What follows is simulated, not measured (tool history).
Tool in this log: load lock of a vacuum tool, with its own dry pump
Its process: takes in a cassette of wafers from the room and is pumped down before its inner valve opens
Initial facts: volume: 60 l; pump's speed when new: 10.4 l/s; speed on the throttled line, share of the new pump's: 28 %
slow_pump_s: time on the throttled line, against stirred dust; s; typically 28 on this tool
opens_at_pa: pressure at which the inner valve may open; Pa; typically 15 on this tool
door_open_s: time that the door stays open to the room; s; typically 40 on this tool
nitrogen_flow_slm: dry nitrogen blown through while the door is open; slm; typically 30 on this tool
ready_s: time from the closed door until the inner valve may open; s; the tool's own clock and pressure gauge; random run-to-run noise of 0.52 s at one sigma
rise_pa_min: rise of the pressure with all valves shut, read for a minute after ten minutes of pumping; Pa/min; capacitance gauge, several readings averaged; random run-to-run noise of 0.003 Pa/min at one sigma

run      day  slow_pump_s  opens_at_pa  door_open_s  nitrogen_flow_slm  incoming humidity of the room's air, %  ready_s  rise_pa_min
  1        0           28           15           40                 30                                    44.1     72.2        0.124
  2    17.45           28           15           40                 13                                      44     73.1        0.166
  3   26.771           28           15           40                 13                                      46     72.6        0.179
  4   45.133           28           15           40                 13                                    44.3     73.3        0.215
  5   52.842           28           15           40                 13                                    47.7     73.9        0.226
  6   69.512           28           15           40                 13                                    43.5     74.6        0.266
  7   81.092           28           15           40                 13                                    46.7       74         0.29
  8   89.288           28           15           40                 13                                    45.9     74.7        0.318
  9  107.467           28           15           40                 13                                    42.1     73.9        0.358
 10  117.329           28           15           40                 13                                    43.4     74.7        0.389
 11  127.321           26           15           40                 30                                    47.6     73.5        0.404
 12   138.45           26           15           40                 30                                    44.6     74.2        0.428
 13  155.554           26           15           40                 30                                    47.3     74.5        0.469
 14    171.4           26           15           40                 30                                      45       75         0.53
 15  184.462           26           15           40                 30                                    47.5     74.8        0.594
 16  199.917           26           15           40                 30                                    46.3     74.7        0.649

For run 17, what comes out?
 17  210.267           22           15          138                 30                                    42.6        ?            ?

ready_s: 73.1 s
rise_pa_min: 0.713 Pa/min
If the tool had no hidden condition, the same run with the same run-to-run variation would have returned ready_s 66.8 s, rise_pa_min 0.035 Pa/min.
